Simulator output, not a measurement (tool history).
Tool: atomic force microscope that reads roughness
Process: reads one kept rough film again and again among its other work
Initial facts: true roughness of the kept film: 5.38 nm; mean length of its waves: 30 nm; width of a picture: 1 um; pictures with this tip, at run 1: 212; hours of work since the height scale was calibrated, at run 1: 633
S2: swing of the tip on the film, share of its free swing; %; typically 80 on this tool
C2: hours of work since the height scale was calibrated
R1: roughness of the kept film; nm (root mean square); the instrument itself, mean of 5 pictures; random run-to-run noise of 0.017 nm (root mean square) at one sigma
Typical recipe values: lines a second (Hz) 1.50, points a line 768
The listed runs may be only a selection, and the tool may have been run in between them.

{"run": 1, "day": 0.0, "lines a second (Hz)": 1.5, "S2": 80, "points a line": 768, "pictures with this tip": 212, "C2": 633, "R1": 2.533}
{"day": 0.312, "done": "new tip fitted"}
{"run": 2, "day": 2.067, "lines a second (Hz)": 1.5, "S2": 80, "points a line": 768, "pictures with this tip": 41, "C2": 658, "R1": 3.581}
{"run": 3, "day": 2.967, "lines a second (Hz)": 1.5, "S2": 80, "points a line": 768, "pictures with this tip": 62, "C2": 670, "R1": 3.413}
{"run": 4, "day": 4.188, "lines a second (Hz)": 1.5, "S2": 80, "points a line": 768, "pictures with this tip": 91, "C2": 685, "R1": 3.21}
{"run": 5, "day": 5.771, "lines a second (Hz)": 1.5, "S2": 80, "points a line": 768, "pictures with this tip": 128, "C2": 704, "R1": 3.002}
{"run": 6, "day": 6.754, "lines a second (Hz)": 1.5, "S2": 63, "points a line": 788, "pictures with this tip": 151, "C2": 717, "R1": 3.013}
{"run": 7, "day": 8.483, "lines a second (Hz)": 1.5, "S2": 63, "points a line": 788, "pictures with this tip": 192, "C2": 738, "R1": 2.795}
{"day": 9.783, "done": "new tip fitted"}
{"run": 8, "day": 10.683, "lines a second (Hz)": 1.46, "S2": 66, "points a line": 788, "pictures with this tip": 21, "C2": 765, "R1": 3.909}
{"run": 9, "day": 12.517, "lines a second (Hz)": 1.46, "S2": 66, "points a line": 788, "pictures with this tip": 64, "C2": 788, "R1": 3.559}

Run 10 has not been measured yet. What should we expect?
{"run": 10, "day": 14.312, "lines a second (Hz)": 1.46, "S2": 66, "points a line": 788, "pictures with this tip": 106, "C2": 810, "R1": "?"}

{"run 10": {"R1": 3.235}}
The same run, on a tool lacking any hidden state, would have yielded R1 4.191 nm (root mean square).

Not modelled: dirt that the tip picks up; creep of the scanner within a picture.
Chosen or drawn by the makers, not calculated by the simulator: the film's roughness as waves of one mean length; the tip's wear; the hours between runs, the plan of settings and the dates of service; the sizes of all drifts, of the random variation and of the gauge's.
